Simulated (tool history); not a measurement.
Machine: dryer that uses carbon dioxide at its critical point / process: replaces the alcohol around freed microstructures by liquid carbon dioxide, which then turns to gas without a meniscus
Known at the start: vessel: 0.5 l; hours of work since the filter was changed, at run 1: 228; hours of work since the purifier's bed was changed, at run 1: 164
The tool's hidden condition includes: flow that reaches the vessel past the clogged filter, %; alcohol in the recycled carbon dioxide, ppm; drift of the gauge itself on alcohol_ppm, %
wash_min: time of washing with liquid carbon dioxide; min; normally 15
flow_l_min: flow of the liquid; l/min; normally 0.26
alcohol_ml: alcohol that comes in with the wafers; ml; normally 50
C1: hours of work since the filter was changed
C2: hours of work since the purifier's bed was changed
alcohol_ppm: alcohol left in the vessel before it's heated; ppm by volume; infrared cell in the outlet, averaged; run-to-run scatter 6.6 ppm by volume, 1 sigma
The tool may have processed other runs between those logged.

Run 1, hour 0: usual settings; C1 228; C2 164. Result: alcohol_ppm 575 ppm by volume.
Run 2, hour 8.5: usual settings but wash_min 16 min; C1 233; C2 169. Result: alcohol_ppm 419 ppm by volume.
Run 3, hour 16.5: usual settings but wash_min 16 min; C1 238; C2 174. Result: alcohol_ppm 424 ppm by volume.
Run 4, hour 22.3: usual settings but wash_min 16 min; C1 242; C2 178. Result: alcohol_ppm 423 ppm by volume.
At hour 26.4: inlet filter changed.
Run 5, hour 28.7: usual settings but wash_min 16 min; C1 1; C2 181. Result: alcohol_ppm 218 ppm by volume.
Run 6, hour 34.1: usual settings but wash_min 12 min; C1 5; C2 184. Result: alcohol_ppm 962 ppm by volume.
Run 7, hour 42.7: usual settings but wash_min 12 min; C1 10; C2 190. Result: alcohol_ppm 987 ppm by volume.
Run 8, hour 48.6: usual settings but wash_min 12 min; C1 14; C2 193. Result: alcohol_ppm 973 ppm by volume.
Run 9, hour 55.8: usual settings; C1 18; C2 198. Result: alcohol_ppm 348 ppm by volume.
Run 10, hour 62.2: usual settings; C1 22; C2 202. Result: alcohol_ppm 342 ppm by volume.
Run 11, hour 71.4: usual settings but flow_l_min 0.272 l/min; C1 28; C2 207. Result: alcohol_ppm 255 ppm by volume.
Run 12, hour 80.8: usual settings but flow_l_min 0.272 l/min; C1 34; C2 213. Result: alcohol_ppm 280 ppm by volume.
Run 13, hour 87.8: usual settings; C1 38; C2 217. Result: alcohol_ppm 350 ppm by volume.
Run 14, hour 95.8: usual settings; C1 43; C2 222. Result: alcohol_ppm 365 ppm by volume.
Run 15, hour 100.1: usual settings; C1 46; C2 225. Result: alcohol_ppm 371 ppm by volume.
Run 16, hour 109.7: usual settings but wash_min 12 min, flow_l_min 0.194 l/min, alcohol_ml 103 ml; C1 51; C2 231. Result: alcohol_ppm 7388 ppm by volume.
Run 17, hour 114.9: usual settings but flow_l_min 0.178 l/min, alcohol_ml 70 ml; C1 55; C2 234. Result: alcohol_ppm 3106 ppm by volume.
Run 18, hour 119.2: usual settings but wash_min 23 min, flow_l_min 0.336 l/min; C1 57; C2 237. Result: alcohol_ppm 35 ppm by volume.
Run 19, hour 128.1: usual settings but wash_min 20 min, flow_l_min 0.261 l/min; C1 63; C2 242. Result: alcohol_ppm 84 ppm by volume.
Run 20, hour 138.2: usual settings but wash_min 20 min, flow_l_min 0.261 l/min; C1 69; C2 248. Result: alcohol_ppm 96 ppm by volume.
Run 21, hour 146.1: usual settings but wash_min 20 min, flow_l_min 0.273 l/min, alcohol_ml 52 ml; C1 74; C2 253. Result: alcohol_ppm 80 ppm by volume.
Run 22, hour 154.9: usual settings but wash_min 20 min, flow_l_min 0.273 l/min, alcohol_ml 52 ml; C1 79; C2 259. Result: alcohol_ppm 78 ppm by volume.
Run 23, hour 160.6: usual settings but wash_min 9 min, flow_l_min 0.354 l/min, alcohol_ml 67 ml; C1 83; C2 262. Result: alcohol_ppm 1288 ppm by volume.
Run 24, hour 168.3: usual settings but wash_min 9 min, flow_l_min 0.354 l/min, alcohol_ml 55 ml; C1 88; C2 267. Result: alcohol_ppm 1076 ppm by volume.
Run 25, hour 177.2: usual settings but wash_min 9 min, flow_l_min 0.354 l/min, alcohol_ml 55 ml; C1 93; C2 273. Result: alcohol_ppm 1112 ppm by volume.
Run 26, hour 182: usual settings but wash_min 9 min, flow_l_min 0.354 l/min, alcohol_ml 55 ml; C1 96; C2 275. Result: alcohol_ppm 1121 ppm by volume.
Run 27, hour 186.2: usual settings but wash_min 21 min, flow_l_min 0.179 l/min, alcohol_ml 55 ml; C1 99; C2 278. Result: alcohol_ppm 623 ppm by volume.
Run 28, hour 191.9: usual settings but wash_min 21 min, flow_l_min 0.432 l/min; C1 102; C2 282. Result: alcohol_ppm 35 ppm by volume.
Run 29, hour 196.1: usual settings but wash_min 18 min, flow_l_min 0.214 l/min, alcohol_ml 32 ml; C1 105; C2 284. Result: alcohol_ppm 315 ppm by volume.
Run 30, hour 200.2: usual settings but wash_min 12 min, flow_l_min 0.252 l/min, alcohol_ml 44 ml; C1 107; C2 287. Result: alcohol_ppm 1252 ppm by volume.

Subtracting, for every run, the result it would have given without the tool's unlogged condition from the measured result gives the following. The same run-to-run variation enters both numbers; the gauge's scatter may not:
run  alcohol_ppm
  1         +284
  2         +228
  3         +231
  4         +233
  5          +32
  6          +59
  7          +72
  8          +78
  9          +53
 10          +56
 11          +53
 12          +60
 13          +71
 14          +79
 15          +80
 16         +779
 17         +403
 18          +31
 19          +46
 20          +47
 21          +45
 22          +46
 23         +284
 24         +252
 25         +274
 26         +282
 27         +187
 28          +35
 29         +115
 30         +317

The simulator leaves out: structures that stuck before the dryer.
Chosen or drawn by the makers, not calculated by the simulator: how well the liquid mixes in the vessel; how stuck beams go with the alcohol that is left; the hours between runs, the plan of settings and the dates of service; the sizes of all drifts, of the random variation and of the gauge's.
